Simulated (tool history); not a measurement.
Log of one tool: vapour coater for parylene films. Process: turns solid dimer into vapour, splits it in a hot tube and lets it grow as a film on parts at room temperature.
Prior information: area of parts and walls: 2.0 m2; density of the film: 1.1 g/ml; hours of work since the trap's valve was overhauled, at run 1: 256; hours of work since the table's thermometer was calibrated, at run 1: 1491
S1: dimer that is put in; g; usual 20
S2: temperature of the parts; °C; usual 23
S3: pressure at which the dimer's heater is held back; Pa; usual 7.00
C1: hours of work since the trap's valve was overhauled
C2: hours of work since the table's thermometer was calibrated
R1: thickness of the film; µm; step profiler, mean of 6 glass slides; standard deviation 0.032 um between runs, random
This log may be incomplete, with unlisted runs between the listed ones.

run 1 hour=0.0 | S1=20 S2=23 S3=7.00 | C1=256 C2=1491 | R1=4.72
run 2 hour=34.7 | S1=18 S2=23 S3=7.00 | C1=284 C2=1518 | R1=4.20
run 3 hour=81.8 | S1=20 S2=23 S3=7.00 | C1=321 C2=1556 | R1=4.63
-- hour=108.3 trap's valve overhauled
run 4 hour=131.8 | S1=20 S2=23 S3=7.00 | C1=19 C2=1592 | R1=4.89
run 5 hour=165.5 | S1=10 S2=23 S3=7.00 | C1=46 C2=1619 | R1=2.45
-- hour=169.5 table's thermometer calibrated
run 6 hour=202.5 | S1=10 S2=23 S3=7.00 | C1=74 C2=26 | R1=2.51
-- hour=236.2 table's thermometer calibrated, once more
run 7 hour=243.5 | S1=10 S2=23 S3=6.28 | C1=106 C2=6 | R1=2.35
run 8 hour=265.2 | S1=20 S2=23 S3=7.00 | C1=123 C2=23 | R1=4.60
run 9 hour=303.3 | S1=20 S2=23 S3=7.00 | C1=154 C2=53 | R1=4.64
run 10 hour=338.0 | S1=20 S2=23 S3=7.00 | C1=181 C2=81 | R1=4.65
run 11 hour=375.1 | S1=20 S2=23 S3=7.00 | C1=211 C2=110 | R1=4.62
run 12 hour=399.1 | S1=20 S2=23 S3=10.87 | C1=230 C2=130 | R1=4.40
run 13 hour=431.1 | S1=20 S2=23 S3=10.87 | C1=255 C2=155 | R1=4.37
run 14 hour=466.2 | S1=20 S2=23 S3=10.87 | C1=283 C2=183 | R1=4.29
run 15 hour=490.4 | S1=15 S2=22 S3=2.90 | C1=302 C2=202 | R1=3.91
run 16 hour=521.2 | S1=15 S2=24 S3=11.66 | C1=327 C2=227 | R1=3.05
-- hour=539.8 trap's valve overhauled
run 17 hour=558.9 | S1=15 S2=24 S3=11.40 | C1=15 C2=253 | R1=3.27

Here are 4 independent what-if runs from the current tool condition. What would each one return?
run A hour=597.5 | S1=8 S2=19 S3=8.66 | C1=46 C2=284 | R1=?
run B hour=597.5 | S1=21 S2=24 S3=11.40 | C1=46 C2=284 | R1=?
run C hour=597.5 | S1=20 S2=23 S3=7.00 | C1=46 C2=284 | R1=?
run D hour=597.5 | S1=9 S2=17 S3=7.00 | C1=46 C2=284 | R1=?

run=A R1=2.20
run=B R1=4.59
run=C R1=4.76
run=D R1=2.75
With the hidden condition removed and each run's random variation left untouched, the same runs would have given:
run=A R1=2.19
run=B R1=4.56
run=C R1=4.73
run=D R1=2.73
